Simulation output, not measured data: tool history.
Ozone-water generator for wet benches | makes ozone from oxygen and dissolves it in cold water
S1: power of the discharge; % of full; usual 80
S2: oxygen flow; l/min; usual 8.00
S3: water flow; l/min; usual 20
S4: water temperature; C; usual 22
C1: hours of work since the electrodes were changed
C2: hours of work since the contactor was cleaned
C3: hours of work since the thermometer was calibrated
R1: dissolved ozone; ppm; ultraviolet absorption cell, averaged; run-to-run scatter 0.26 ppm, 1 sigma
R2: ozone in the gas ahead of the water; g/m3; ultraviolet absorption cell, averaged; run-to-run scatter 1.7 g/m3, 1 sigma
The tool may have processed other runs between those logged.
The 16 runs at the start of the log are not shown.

| run | day | S1 | S2 | S3 | S4 | C1 | C2 | C3 | R1 | R2 |
|---|---|---|---|---|---|---|---|---|---|---|
| 17 | 21.175 | 80 | 8.00 | 16 | 22 | 2098 | 500 | 2434 | 45.6 | 311.9 |
| 18 | 22.317 | 80 | 8.00 | 24 | 22 | 2122 | 524 | 2458 | 35.5 | 314.3 |
| 19 | 24.225 | 90 | 5.96 | 15 | 15 | 2163 | 565 | 2499 | 59.7 | 394.9 |
|  | 24.362 | water thermometer calibrated |
| 20 | 25.288 | 56 | 8.00 | 29 | 21 | 2185 | 587 | 20 | 23.8 | 230.6 |
| 21 | 27.238 | 40 | 7.40 | 23 | 22 | 2227 | 629 | 61 | 20.4 | 175.4 |
| 22 | 29.258 | 40 | 7.40 | 23 | 22 | 2270 | 672 | 104 | 19.9 | 177.8 |
| 23 | 31.288 | 40 | 7.40 | 23 | 22 | 2313 | 715 | 147 | 20.0 | 173.8 |
| 24 | 33.021 | 80 | 8.00 | 12 | 22 | 2350 | 752 | 184 | 51.8 | 315.4 |
| 25 | 34.633 | 80 | 10.49 | 18 | 22 | 2384 | 786 | 219 | 42.5 | 283.4 |
| 26 | 35.808 | 47 | 5.08 | 29 | 23 | 2409 | 811 | 244 | 18.3 | 238.2 |
| 27 | 37.021 | 77 | 8.00 | 20 | 22 | 2435 | 837 | 269 | 39.0 | 304.0 |
| 28 | 39.000 | 77 | 8.00 | 20 | 22 | 2477 | 879 | 312 | 39.0 | 301.5 |
| 29 | 40.233 | 80 | 9.53 | 21 | 22 | 2503 | 905 | 338 | 39.2 | 294.1 |
| 30 | 41.796 | 80 | 9.53 | 21 | 22 | 2537 | 939 | 371 | 38.6 | 292.1 |
| 31 | 42.746 | 80 | 13.54 | 12 | 22 | 2557 | 959 | 391 | 47.4 | 253.3 |
| 32 | 44.983 | 80 | 11.76 | 20 | 22 | 2604 | 1007 | 439 | 39.6 | 269.4 |
| 33 | 47.038 | 80 | 11.76 | 20 | 22 | 2648 | 1050 | 483 | 39.2 | 270.2 |
| 34 | 49.279 | 80 | 6.39 | 26 | 22 | 2696 | 1098 | 530 | 33.1 | 348.0 |

What if the next run were any one of these 3? Each begins from the tool's condition after run 34:
| A | 50.233 | 80 | 4.40 | 20 | 22 | 2716 | 1118 | 551 | ? | ? |
| B | 50.233 | 62 | 8.00 | 20 | 17 | 2716 | 1118 | 551 | ? | ? |
| C | 50.233 | 80 | 6.39 | 31 | 20 | 2716 | 1118 | 551 | ? | ? |

| run | R1 | R2 |
|---|---|---|
| A | 38.2 | 400.1 |
| B | 35.1 | 251.5 |
| C | 30.6 | 345.0 |
Stripped of hidden state, with their random variation kept, the same runs would have yielded:
| run | R1 | R2 |
|---|---|---|
| A | 38.3 | 400.8 |
| B | 35.2 | 251.9 |
| C | 30.7 | 345.6 |
